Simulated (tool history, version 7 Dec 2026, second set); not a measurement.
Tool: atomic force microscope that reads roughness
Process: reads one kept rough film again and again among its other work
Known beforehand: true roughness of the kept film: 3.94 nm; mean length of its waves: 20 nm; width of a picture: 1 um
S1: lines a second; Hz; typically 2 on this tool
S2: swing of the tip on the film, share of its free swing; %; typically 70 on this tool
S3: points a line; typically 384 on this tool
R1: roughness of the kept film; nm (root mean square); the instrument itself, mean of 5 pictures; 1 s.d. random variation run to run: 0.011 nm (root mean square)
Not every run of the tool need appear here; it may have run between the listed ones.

| run | hour | S1 | S2 | S3 | R1 |
|---|---|---|---|---|---|
| 1 | 0 | 2 | 70 | 384 | 2.035 |
| 2 | 50.3 | 2.19 | 70 | 384 | 1.632 |
| 3 | 96.2 | 3.37 | 70 | 384 | 1.324 |
|  | 120.2 | new tip fitted |
| 4 | 159.8 | 3.37 | 57 | 384 | 2.092 |
| 5 | 207.5 | 2 | 70 | 384 | 1.68 |
| 6 | 251.9 | 2 | 70 | 717 | 1.423 |
|  | 256.3 | height scale calibrated on a step standard |
| 7 | 290.6 | 2.51 | 70 | 747 | 1.273 |
|  | 296 | new tip fitted |
| 8 | 346.7 | 2.51 | 70 | 747 | 1.982 |
| 9 | 407.9 | 2.51 | 70 | 747 | 1.551 |
|  | 466.9 | new tip fitted |
| 10 | 473.7 | 2 | 81 | 957 | 2.387 |
|  | 494.7 | height scale calibrated on a step standard, once more |
| 11 | 529.4 | 2 | 81 | 957 | 1.844 |
| 12 | 575.7 | 0.6 | 83 | 957 | 1.659 |

Below are 4 alternative next runs, each starting from the tool's condition after run 12. Predict each:
| A | 610.4 | 1.81 | 83 | 957 | ? |
| B | 610.4 | 0.99 | 74 | 330 | ? |
| C | 610.4 | 1.5 | 61 | 434 | ? |
| D | 610.4 | 0.6 | 72 | 957 | ? |

| run | R1 |
|---|---|
| A | 1.355 |
| B | 1.435 |
| C | 1.475 |
| D | 1.496 |
Without the tool's unlogged condition, the same runs would have read:
| run | R1 |
|---|---|
| A | 2.502 |
| B | 2.644 |
| C | 2.719 |
| D | 2.753 |

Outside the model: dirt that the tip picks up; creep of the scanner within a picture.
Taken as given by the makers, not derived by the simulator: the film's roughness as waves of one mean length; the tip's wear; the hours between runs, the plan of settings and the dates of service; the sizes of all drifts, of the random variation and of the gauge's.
